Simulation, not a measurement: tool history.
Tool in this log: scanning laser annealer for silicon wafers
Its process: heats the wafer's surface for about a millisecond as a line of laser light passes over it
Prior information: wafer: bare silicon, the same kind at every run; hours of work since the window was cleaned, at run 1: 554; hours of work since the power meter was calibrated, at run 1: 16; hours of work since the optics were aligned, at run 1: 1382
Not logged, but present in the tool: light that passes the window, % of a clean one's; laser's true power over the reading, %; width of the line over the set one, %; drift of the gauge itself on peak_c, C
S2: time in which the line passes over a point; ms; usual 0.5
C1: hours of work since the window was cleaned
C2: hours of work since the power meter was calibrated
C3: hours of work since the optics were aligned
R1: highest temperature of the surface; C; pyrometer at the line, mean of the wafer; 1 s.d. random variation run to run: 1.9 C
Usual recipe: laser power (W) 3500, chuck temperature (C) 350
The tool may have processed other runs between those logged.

Run 1, hour 0: usual settings; C1 554; C2 16; C3 1382. Result: R1 1058 C.
Run 2, hour 11.6: usual settings; C1 559; C2 21; C3 1386. Result: R1 1059 C.
Run 3, hour 23.4: usual settings but S2 0.593 ms; C1 564; C2 26; C3 1391. Result: R1 1125 C.
Run 4, hour 32.6: usual settings; C1 568; C2 30; C3 1395. Result: R1 1059 C.
Run 5, hour 40.3: usual settings; C1 571; C2 33; C3 1398. Result: R1 1056 C.
Run 6, hour 51.7: usual settings; C1 575; C2 38; C3 1403. Result: R1 1057 C.
Run 7, hour 61.8: usual settings; C1 580; C2 42; C3 1407. Result: R1 1055 C.
Run 8, hour 71.3: usual settings; C1 584; C2 46; C3 1411. Result: R1 1057 C.
Run 9, hour 78.8: usual settings; C1 587; C2 49; C3 1414. Result: R1 1058 C.
Run 10, hour 88.4: usual settings; C1 591; C2 53; C3 1418. Result: R1 1057 C.
Run 11, hour 99.1: usual settings; C1 595; C2 58; C3 1423. Result: R1 1057 C.
Run 12, hour 111.7: usual settings but S2 0.404 ms; C1 600; C2 63; C3 1428. Result: R1 981 C.
Run 13, hour 121.8: usual settings; C1 604; C2 67; C3 1432. Result: R1 1056 C.
Run 14, hour 128.8: usual settings; C1 607; C2 70; C3 1435. Result: R1 1056 C.
Run 15, hour 135.4: usual settings; C1 610; C2 73; C3 1438. Result: R1 1056 C.
Run 16, hour 142.9: usual settings; C1 613; C2 76; C3 1441. Result: R1 1054 C.
Run 17, hour 155.8: usual settings; C1 619; C2 81; C3 1446. Result: R1 1058 C.
Run 18, hour 165.7: usual settings; C1 623; C2 85; C3 1450. Result: R1 1056 C.
Run 19, hour 176.8: usual settings but laser power (W) 3788; C1 627; C2 90; C3 1455. Result: R1 1131 C.
Run 20, hour 183.5: usual settings but laser power (W) 3788; C1 630; C2 92; C3 1458. Result: R1 1133 C.
Run 21, hour 191.6: usual settings but laser power (W) 3518, S2 0.503 ms, chuck temperature (C) 315; C1 633; C2 96; C3 1461. Result: R1 1028 C.
Run 22, hour 202.5: usual settings but laser power (W) 3628, S2 0.444 ms; C1 638; C2 100; C3 1465. Result: R1 1041 C.
Run 23, hour 207.9: usual settings but laser power (W) 3061, S2 0.535 ms, chuck temperature (C) 351; C1 640; C2 103; C3 1468. Result: R1 963 C.
Run 24, hour 220: usual settings but S2 0.617 ms, chuck temperature (C) 327; C1 645; C2 108; C3 1473. Result: R1 1115 C.
Run 25, hour 229.8: usual settings but laser power (W) 3141, chuck temperature (C) 372; C1 649; C2 112; C3 1477. Result: R1 983 C.
Run 26, hour 238.2: usual settings but laser power (W) 3283, chuck temperature (C) 335; C1 653; C2 115; C3 1480. Result: R1 980 C.
Run 27, hour 243.9: usual settings but laser power (W) 3456; C1 655; C2 117; C3 1483. Result: R1 1040 C.
Run 28, hour 256.7: usual settings but laser power (W) 3224, S2 0.455 ms, chuck temperature (C) 373; C1 660; C2 123; C3 1488. Result: R1 970 C.
Run 29, hour 262.8: usual settings but laser power (W) 3332, S2 0.516 ms; C1 663; C2 125; C3 1490. Result: R1 1020 C.
Run 30, hour 268.4: usual settings but chuck temperature (C) 382; C1 665; C2 128; C3 1493. Result: R1 1082 C.
Run 31, hour 275.3: usual settings but laser power (W) 3307, S2 0.617 ms, chuck temperature (C) 390; C1 668; C2 130; C3 1496. Result: R1 1122 C.
Run 32, hour 283.7: usual settings but laser power (W) 3313, S2 0.532 ms, chuck temperature (C) 333; C1 672; C2 134; C3 1499. Result: R1 1008 C.
Run 33, hour 294.5: usual settings but laser power (W) 3768, chuck temperature (C) 320; C1 676; C2 138; C3 1503. Result: R1 1092 C.
Run 34, hour 304.4: usual settings but laser power (W) 3768, chuck temperature (C) 320; C1 680; C2 142; C3 1508. Result: R1 1094 C.
Run 35, hour 315.1: usual settings but laser power (W) 3768, chuck temperature (C) 320; C1 685; C2 147; C3 1512. Result: R1 1093 C.
Run 36, hour 328: usual settings but laser power (W) 3768, chuck temperature (C) 320; C1 690; C2 152; C3 1517. Result: R1 1092 C.
Run 37, hour 338.9: usual settings but S2 0.35 ms, chuck temperature (C) 332; C1 694; C2 157; C3 1522. Result: R1 910 C.
Run 38, hour 351.1: usual settings but S2 0.35 ms, chuck temperature (C) 332; C1 699; C2 162; C3 1527. Result: R1 909 C.
Run 39, hour 362.1: usual settings but S2 0.35 ms, chuck temperature (C) 332; C1 704; C2 166; C3 1531. Result: R1 911 C.
Run 40, hour 375.1: usual settings but S2 0.543 ms, chuck temperature (C) 380; C1 709; C2 172; C3 1537. Result: R1 1114 C.

Difference, measured minus no-hidden-state, one row per run. Run-to-run variation is common to both terms; the gauge's own scatter need not be:
run   R1
  1  -35
  2  -35
  3  -38
  4  -35
  5  -36
  6  -36
  7  -36
  8  -36
  9  -36
 10  -36
 11  -36
 12  -33
 13  -37
 14  -37
 15  -37
 16  -38
 17  -38
 18  -38
 19  -43
 20  -43
 21  -39
 22  -39
 23  -34
 24  -45
 25  -34
 26  -36
 27  -40
 28  -34
 29  -38
 30  -41
 31  -43
 32  -40
 33  -45
 34  -46
 35  -46
 36  -46
 37  -35
 38  -36
 39  -35
 40  -45
